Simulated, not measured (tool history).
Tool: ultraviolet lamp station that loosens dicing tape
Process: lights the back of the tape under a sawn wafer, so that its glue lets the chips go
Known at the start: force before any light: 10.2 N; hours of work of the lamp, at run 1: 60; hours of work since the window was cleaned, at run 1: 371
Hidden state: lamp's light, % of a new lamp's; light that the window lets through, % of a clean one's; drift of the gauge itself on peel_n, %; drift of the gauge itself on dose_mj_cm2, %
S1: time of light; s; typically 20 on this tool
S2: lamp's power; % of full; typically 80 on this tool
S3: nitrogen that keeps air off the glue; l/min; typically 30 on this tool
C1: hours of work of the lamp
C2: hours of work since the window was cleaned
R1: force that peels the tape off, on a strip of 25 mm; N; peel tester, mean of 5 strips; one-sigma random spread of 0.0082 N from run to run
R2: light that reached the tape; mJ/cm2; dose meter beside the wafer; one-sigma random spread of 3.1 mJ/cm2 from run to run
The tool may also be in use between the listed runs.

run 1 hour=0 | S1=20 S2=80 S3=30 | C1=60 C2=371 | R1=0.51 R2=398
-- hour=86.6 window cleaned of glue's vapour
run 2 hour=86.6 | S1=16 S2=80 S3=30 | C1=128 C2=0 | R1=1.149 R2=287
run 3 hour=164.9 | S1=20 S2=68 S3=30 | C1=191 C2=62 | R1=1.093 R2=295
run 4 hour=245.2 | S1=20 S2=80 S3=30 | C1=255 C2=126 | R1=0.846 R2=325
run 5 hour=297.5 | S1=20 S2=80 S3=30 | C1=296 C2=168 | R1=0.869 R2=318
run 6 hour=380.5 | S1=20 S2=80 S3=30 | C1=363 C2=234 | R1=1.013 R2=306
-- hour=403.7 window cleaned of glue's vapour, once more
run 7 hour=436.2 | S1=20 S2=80 S3=30 | C1=406 C2=26 | R1=0.493 R2=405
run 8 hour=481.1 | S1=20 S2=80 S3=30 | C1=442 C2=62 | R1=0.498 R2=398
run 9 hour=557.9 | S1=20 S2=80 S3=30 | C1=503 C2=123 | R1=0.543 R2=385
run 10 hour=611 | S1=20 S2=80 S3=30 | C1=546 C2=165 | R1=0.595 R2=373
run 11 hour=667.8 | S1=20 S2=80 S3=30 | C1=591 C2=210 | R1=0.655 R2=364
run 12 hour=716.7 | S1=22 S2=80 S3=30 | C1=630 C2=249 | R1=0.532 R2=390
run 13 hour=780.2 | S1=22 S2=61 S3=30 | C1=680 C2=300 | R1=1.129 R2=292
run 14 hour=861 | S1=10 S2=80 S3=30 | C1=745 C2=364 | R1=2.841 R2=165
run 15 hour=925 | S1=10 S2=80 S3=30 | C1=796 C2=415 | R1=2.956 R2=156
-- hour=953.4 window cleaned of glue's vapour
run 16 hour=992.7 | S1=10 S2=80 S3=30 | C1=849 C2=31 | R1=2.59 R2=176
-- hour=1000.3 lamp changed
run 17 hour=1063.1 | S1=10 S2=80 S3=30 | C1=50 C2=87 | R1=1.796 R2=224
run 18 hour=1126.3 | S1=20 S2=80 S3=30 | C1=100 C2=137 | R1=0.406 R2=427
run 19 hour=1216.8 | S1=20 S2=80 S3=30 | C1=172 C2=209 | R1=0.463 R2=409
run 20 hour=1313.7 | S1=20 S2=80 S3=30 | C1=249 C2=286 | R1=0.547 R2=395
run 21 hour=1353.8 | S1=20 S2=80 S3=30 | C1=281 C2=318 | R1=0.561 R2=392
run 22 hour=1452.5 | S1=18 S2=80 S3=30 | C1=360 C2=397 | R1=0.798 R2=329
-- hour=1507 window cleaned of glue's vapour
run 23 hour=1536.5 | S1=30 S2=71 S3=11 | C1=427 C2=23 | R1=0.581 R2=549
run 24 hour=1634.5 | S1=28 S2=71 S3=13 | C1=505 C2=102 | R1=0.719 R2=483
run 25 hour=1708.9 | S1=28 S2=69 S3=16 | C1=564 C2=161 | R1=0.669 R2=452
run 26 hour=1757 | S1=11 S2=69 S3=10 | C1=602 C2=199 | R1=4.19 R2=174
run 27 hour=1852.7 | S1=11 S2=69 S3=10 | C1=678 C2=275 | R1=4.454 R2=166
run 28 hour=1922.2 | S1=11 S2=69 S3=43 | C1=734 C2=331 | R1=2.507 R2=157
run 29 hour=2021.7 | S1=14 S2=71 S3=31 | C1=813 C2=410 | R1=2.128 R2=194
-- hour=2060.9 window cleaned of glue's vapour
-- hour=2072.8 lamp changed
run 30 hour=2101.1 | S1=21 S2=93 S3=11 | C1=23 C2=31 | R1=0.557 R2=557
run 31 hour=2154.6 | S1=28 S2=80 S3=13 | C1=65 C2=74 | R1=0.332 R2=623
run 32 hour=2229.1 | S1=13 S2=80 S3=23 | C1=124 C2=133 | R1=1.451 R2=282
run 33 hour=2301.2 | S1=13 S2=87 S3=14 | C1=182 C2=191 | R1=1.821 R2=292
run 34 hour=2390.8 | S1=40 S2=89 S3=11 | C1=253 C2=262 | R1=0.148 R2=872
run 35 hour=2461.7 | S1=40 S2=89 S3=11 | C1=310 C2=318 | R1=0.155 R2=853
run 36 hour=2542.3 | S1=40 S2=89 S3=11 | C1=374 C2=383 | R1=0.167 R2=828
-- hour=2615.6 window cleaned of glue's vapour
run 37 hour=2623.2 | S1=12 S2=93 S3=57 | C1=438 C2=6 | R1=0.75 R2=284
run 38 hour=2694.9 | S1=12 S2=76 S3=10 | C1=495 C2=63 | R1=3.165 R2=226
run 39 hour=2735.3 | S1=20 S2=70 S3=16 | C1=527 C2=95 | R1=1.312 R2=335
run 40 hour=2820.5 | S1=20 S2=86 S3=10 | C1=595 C2=163 | R1=1.359 R2=405
run 41 hour=2893.7 | S1=20 S2=86 S3=10 | C1=653 C2=221 | R1=1.45 R2=380
run 42 hour=2944.9 | S1=16 S2=98 S3=36 | C1=694 C2=262 | R1=0.684 R2=334
run 43 hour=3000 | S1=16 S2=98 S3=36 | C1=738 C2=306 | R1=0.724 R2=332

Branching from run 43: 3 alternative next runs. What would each branch give?
run A hour=3049.7 | S1=20 S2=64 S3=30 | C1=777 C2=346 | R1=? R2=?
run B hour=3049.7 | S1=20 S2=87 S3=11 | C1=777 C2=346 | R1=? R2=?
run C hour=3049.7 | S1=20 S2=83 S3=30 | C1=777 C2=346 | R1=? R2=?

run=A R1=1.343 R2=265
run=B R1=1.55 R2=356
run=C R1=0.742 R2=343
Without the tool's hidden state the same runs would have given:
run=A R1=0.593 R2=376
run=B R1=0.715 R2=507
run=C R1=0.278 R2=487
